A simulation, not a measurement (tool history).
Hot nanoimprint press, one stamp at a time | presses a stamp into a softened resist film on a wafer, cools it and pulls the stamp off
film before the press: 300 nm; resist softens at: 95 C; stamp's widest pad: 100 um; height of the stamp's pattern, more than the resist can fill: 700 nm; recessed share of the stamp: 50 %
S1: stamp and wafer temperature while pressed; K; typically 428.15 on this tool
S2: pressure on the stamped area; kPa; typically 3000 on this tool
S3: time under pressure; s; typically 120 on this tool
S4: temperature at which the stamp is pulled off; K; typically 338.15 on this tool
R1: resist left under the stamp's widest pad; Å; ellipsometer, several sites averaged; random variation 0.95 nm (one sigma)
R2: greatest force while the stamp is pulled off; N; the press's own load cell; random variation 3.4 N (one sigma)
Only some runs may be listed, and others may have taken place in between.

run	hour	S1	S2	S3	S4	R1	R2
1	0.0	428.15	3000	120	338.15	1397	163
2	19.1	428.15	3000	120	338.15	1412	166
3	31.6	428.15	3000	120	345.15	1395	150
4	44.4	428.15	3000	120	345.15	1406	150
5	55.0	428.15	3000	120	345.15	1413	150
6	65.8	439.15	3000	120	345.15	995	151
7	81.9	439.15	3000	120	345.15	999	152
8	92.8	428.15	3000	120	329.15	1404	183
9	113.6	428.15	3000	120	329.15	1398	185
10	137.0	428.15	3000	120	329.15	1381	180
11	149.0	428.15	3000	120	329.15	1399	179
12	162.6	428.15	3000	120	329.15	1399	182
13	181.6	428.15	3300	120	329.15	1333	187
14	200.0	428.15	2170	120	329.15	1631	184
15	221.2	428.15	4400	120	338.15	1171	166
16	240.3	428.15	3000	126	338.15	1394	167
17	258.7	428.15	3000	126	338.15	1379	168
18	268.9	428.15	3000	126	338.15	1400	165
19	292.3	431.15	2340	126	336.15	1394	167
20	315.8	428.15	4320	148	336.15	1089	168
21	340.8	427.15	4280	86	324.15	1387	195
22	360.3	425.15	2050	120	332.15	1815	176
# hour 380.3: stamp cleaned and given a new release coat
23	383.3	426.15	3000	120	338.15	1501	165
24	408.0	423.15	3000	120	338.15	1633	162
25	426.1	419.15	3000	120	339.15	1865	169
26	438.3	428.15	3000	120	335.15	1401	172
27	462.7	428.15	3000	120	337.15	1401	161
28	479.3	428.15	3000	120	337.15	1415	167
29	495.1	428.15	3000	120	337.15	1405	167

Below are 3 alternative next runs, each starting from the tool's condition after run 29. Predict each:
A	512.8	426.15	3000	120	340.15	?	?
B	512.8	431.15	3000	78	338.15	?	?
C	512.8	432.15	3000	120	326.15	?	?

run	R1	R2
A	1508	162
B	1497	170
C	1239	193
Had the tool no hidden state, the same runs would have come out as:
run	R1	R2
A	1517	162
B	1506	170
C	1247	193
